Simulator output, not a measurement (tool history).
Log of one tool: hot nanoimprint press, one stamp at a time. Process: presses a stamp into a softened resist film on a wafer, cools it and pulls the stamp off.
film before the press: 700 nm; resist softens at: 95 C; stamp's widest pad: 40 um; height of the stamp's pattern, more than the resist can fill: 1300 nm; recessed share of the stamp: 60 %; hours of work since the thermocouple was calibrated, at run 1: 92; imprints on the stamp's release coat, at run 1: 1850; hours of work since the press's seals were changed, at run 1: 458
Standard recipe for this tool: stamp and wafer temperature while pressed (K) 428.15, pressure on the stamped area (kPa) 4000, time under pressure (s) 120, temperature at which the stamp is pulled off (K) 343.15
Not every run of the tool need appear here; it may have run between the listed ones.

run	hour	stamp and wafer temperature while pressed (K)	pressure on the stamped area (kPa)	time under pressure (s)	temperature at which the stamp is pulled off (K)	hours of work since the thermocouple was calibrated	imprints on the stamp's release coat	hours of work since the press's seals were changed	resist left under the stamp's widest pad (angstrom)	greatest force while the stamp is pulled off (N)
1	0.0	428.15	4000	120	343.15	92	1850	458	3606	153
2	54.2	428.15	4000	65	343.15	124	2014	490	4380	148
3	103.6	428.15	5240	120	343.15	153	2162	519	3222	148
4	147.8	428.15	5240	120	343.15	179	2295	545	3208	157
5	177.6	428.15	4000	116	343.15	196	2385	563	3619	150
# hour 214.8: stamp cleaned and given a new release coat
6	240.0	428.15	4000	116	343.15	230	76	596	3614	147
7	296.1	428.15	4000	116	343.15	263	245	629	3615	152
8	326.7	428.15	4000	116	343.15	281	337	647	3616	149
9	355.5	428.15	4000	120	348.15	297	424	664	3548	135
# hour 392.9: plate thermocouple calibrated
10	398.3	428.15	4000	120	350.15	3	543	687	3556	120
11	441.8	428.15	4400	120	350.15	29	674	713	3450	124
12	476.6	428.15	4400	120	350.15	49	779	733	3435	118
13	508.8	428.15	4400	120	350.15	68	876	752	3437	120
14	544.9	428.15	4000	120	343.15	89	985	773	3555	159
15	569.1	428.15	4000	120	343.15	104	1058	787	3564	152
16	622.1	436.15	4000	232	343.15	135	1217	819	1944	155
17	667.6	429.15	3060	236	350.15	161	1354	845	2932	122
18	695.7	428.15	4150	147	332.15	178	1438	862	3234	193
19	747.9	434.15	3070	120	351.15	209	1596	893	3115	123
20	799.5	434.15	2410	210	351.15	239	1751	923	2763	118
21	843.8	418.15	5800	96	335.15	265	1884	949	4779	187
22	876.6	418.15	5800	96	335.15	284	1983	968	4798	191
23	918.2	418.15	5800	96	335.15	309	2108	993	4788	182
# hour 936.4: plate thermocouple calibrated
24	971.6	429.15	2870	166	335.15	21	2260	1022	3426	179
25	1009.6	429.15	2760	166	344.15	43	2374	1045	3487	149
# hour 1048.6: stamp cleaned and given a new release coat
26	1049.7	428.15	4380	120	345.15	63	3	1065	3399	142
27	1088.1	422.15	4000	120	348.15	86	119	1087	4380	123
28	1115.0	422.15	4000	120	348.15	101	200	1103	4399	125
# hour 1153.0: gauge calibrated
29	1153.4	422.15	4000	120	348.15	124	315	1126	4456	128
30	1177.0	428.15	2460	212	343.15	138	386	1140	3509	147

4 ways to go on from here, each from the tool as it stands after run 30. What would each give?
A	1213.4	429.15	4000	110	336.15	159	496	1161	?	?
B	1213.4	416.15	2460	210	343.15	159	496	1161	?	?
C	1213.4	435.15	2460	212	343.15	159	496	1161	?	?
D	1213.4	439.15	4580	101	343.15	159	496	1161	?	?

run	resist left under the stamp's widest pad (angstrom)	greatest force while the stamp is pulled off (N)
A	3562	179
B	5311	151
C	2645	151
D	2329	154
The same runs, with their run-to-run variation unchanged, on a tool lacking any hidden condition would have given:
run	resist left under the stamp's widest pad (angstrom)	greatest force while the stamp is pulled off (N)
A	3566	178
B	5318	151
C	2649	150
D	2332	154
